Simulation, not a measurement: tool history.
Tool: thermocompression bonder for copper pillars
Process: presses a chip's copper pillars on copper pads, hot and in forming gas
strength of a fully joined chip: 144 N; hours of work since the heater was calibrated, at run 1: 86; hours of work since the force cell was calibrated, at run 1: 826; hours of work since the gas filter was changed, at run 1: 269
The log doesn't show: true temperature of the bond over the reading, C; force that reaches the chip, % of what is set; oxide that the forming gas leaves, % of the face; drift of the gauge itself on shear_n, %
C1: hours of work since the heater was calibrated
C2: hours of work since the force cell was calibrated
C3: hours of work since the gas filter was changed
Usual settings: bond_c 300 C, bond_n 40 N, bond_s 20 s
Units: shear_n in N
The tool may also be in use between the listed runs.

Run 1, hour 0.0: usual settings; C1 86; C2 826; C3 269. Result: shear_n 76.1 N.
Run 2, hour 14.3: usual settings; C1 95; C2 836; C3 279. Result: shear_n 75.9 N.
Run 3, hour 26.2: usual settings; C1 104; C2 844; C3 288. Result: shear_n 75.5 N.
Run 4, hour 42.5: usual settings but bond_s 55 s; C1 115; C2 856; C3 299. Result: shear_n 99.8 N.
Run 5, hour 53.7: usual settings; C1 123; C2 864; C3 307. Result: shear_n 75.1 N.
Run 6, hour 68.7: usual settings; C1 133; C2 874; C3 317. Result: shear_n 74.5 N.
Run 7, hour 80.2: usual settings; C1 141; C2 882; C3 325. Result: shear_n 74.5 N.
Run 8, hour 87.6: usual settings; C1 146; C2 887; C3 330. Result: shear_n 74.5 N.
Run 9, hour 102.9: usual settings but bond_n 24 N; C1 157; C2 898; C3 341. Result: shear_n 44.2 N.
Run 10, hour 112.8: usual settings but bond_n 24 N; C1 164; C2 905; C3 348. Result: shear_n 44.5 N.
Run 11, hour 124.2: usual settings but bond_s 24 s; C1 172; C2 913; C3 356. Result: shear_n 79.5 N.
Run 12, hour 139.0: usual settings but bond_s 24 s; C1 182; C2 923; C3 366. Result: shear_n 79.5 N.
At hour 143.3: forming gas filter changed.
Run 13, hour 148.6: usual settings; C1 188; C2 929; C3 4. Result: shear_n 76.9 N.
Run 14, hour 160.9: usual settings; C1 197; C2 938; C3 12. Result: shear_n 78.0 N.
Run 15, hour 171.5: usual settings; C1 204; C2 945; C3 20. Result: shear_n 77.9 N.
Run 16, hour 183.4: usual settings; C1 213; C2 953; C3 28. Result: shear_n 76.3 N.
At hour 186.7: force cell calibrated.
Run 17, hour 196.7: usual settings; C1 221; C2 7; C3 36. Result: shear_n 82.7 N.
Run 18, hour 208.6: usual settings but bond_s 31 s; C1 229; C2 15; C3 44. Result: shear_n 94.0 N.
Run 19, hour 223.7: usual settings but bond_c 296 C, bond_n 24 N, bond_s 21 s; C1 240; C2 26; C3 55. Result: shear_n 48.9 N.
Run 20, hour 232.2: usual settings but bond_c 306 C, bond_n 59 N, bond_s 16 s; C1 246; C2 32; C3 61. Result: shear_n 106.7 N.
Run 21, hour 247.6: usual settings but bond_c 296 C, bond_n 31 N; C1 256; C2 42; C3 71. Result: shear_n 62.3 N.
Run 22, hour 256.9: usual settings but bond_c 296 C, bond_n 31 N; C1 263; C2 49; C3 78. Result: shear_n 62.2 N.
Run 23, hour 265.9: usual settings but bond_c 310 C, bond_n 38 N, bond_s 28 s; C1 269; C2 55; C3 84. Result: shear_n 93.3 N.
Run 24, hour 274.6: usual settings but bond_c 310 C, bond_n 38 N, bond_s 28 s; C1 275; C2 61; C3 90. Result: shear_n 93.0 N.
Run 25, hour 289.6: usual settings but bond_c 314 C, bond_n 57 N, bond_s 30 s; C1 285; C2 72; C3 101. Result: shear_n 123.4 N.
Run 26, hour 297.9: usual settings but bond_c 290 C, bond_n 25 N, bond_s 29 s; C1 291; C2 77; C3 106. Result: shear_n 54.7 N.
Run 27, hour 305.9: usual settings but bond_c 290 C, bond_n 25 N, bond_s 29 s; C1 297; C2 83; C3 112. Result: shear_n 53.6 N.
Run 28, hour 314.0: usual settings but bond_c 304 C, bond_n 31 N, bond_s 12 s; C1 302; C2 89; C3 118. Result: shear_n 55.2 N.
Run 29, hour 321.6: usual settings but bond_c 283 C, bond_s 18 s; C1 308; C2 94; C3 123. Result: shear_n 67.5 N.
Run 30, hour 334.9: usual settings but bond_c 303 C, bond_n 34 N; C1 317; C2 103; C3 132. Result: shear_n 72.6 N.
Run 31, hour 348.8: usual settings but bond_c 303 C, bond_n 34 N; C1 327; C2 113; C3 142. Result: shear_n 72.6 N.
Run 32, hour 359.2: usual settings but bond_n 33 N, bond_s 22 s; C1 334; C2 120; C3 149. Result: shear_n 71.1 N.
Run 33, hour 366.5: usual settings but bond_n 33 N, bond_s 22 s; C1 339; C2 125; C3 154. Result: shear_n 69.9 N.

4 ways to go on from here, each from the tool as it stands after run 33. What would each give?
Run A, hour 377.7: usual settings but bond_n 57 N, bond_s 36 s; C1 347; C2 133; C3 162. Result: shear_n ?.
Run B, hour 377.7: usual settings but bond_c 284 C, bond_n 28 N, bond_s 42 s; C1 347; C2 133; C3 162. Result: shear_n ?.
Run C, hour 377.7: usual settings but bond_s 21 s; C1 347; C2 133; C3 162. Result: shear_n ?.
Run D, hour 377.7: usual settings but bond_c 298 C; C1 347; C2 133; C3 162. Result: shear_n ?.

run  shear_n
  A    118.6
  B     64.6
  C     82.1
  D     79.8
Without the tool's hidden state the same runs would have given:
run  shear_n
  A    120.3
  B     65.3
  C     83.1
  D     80.7
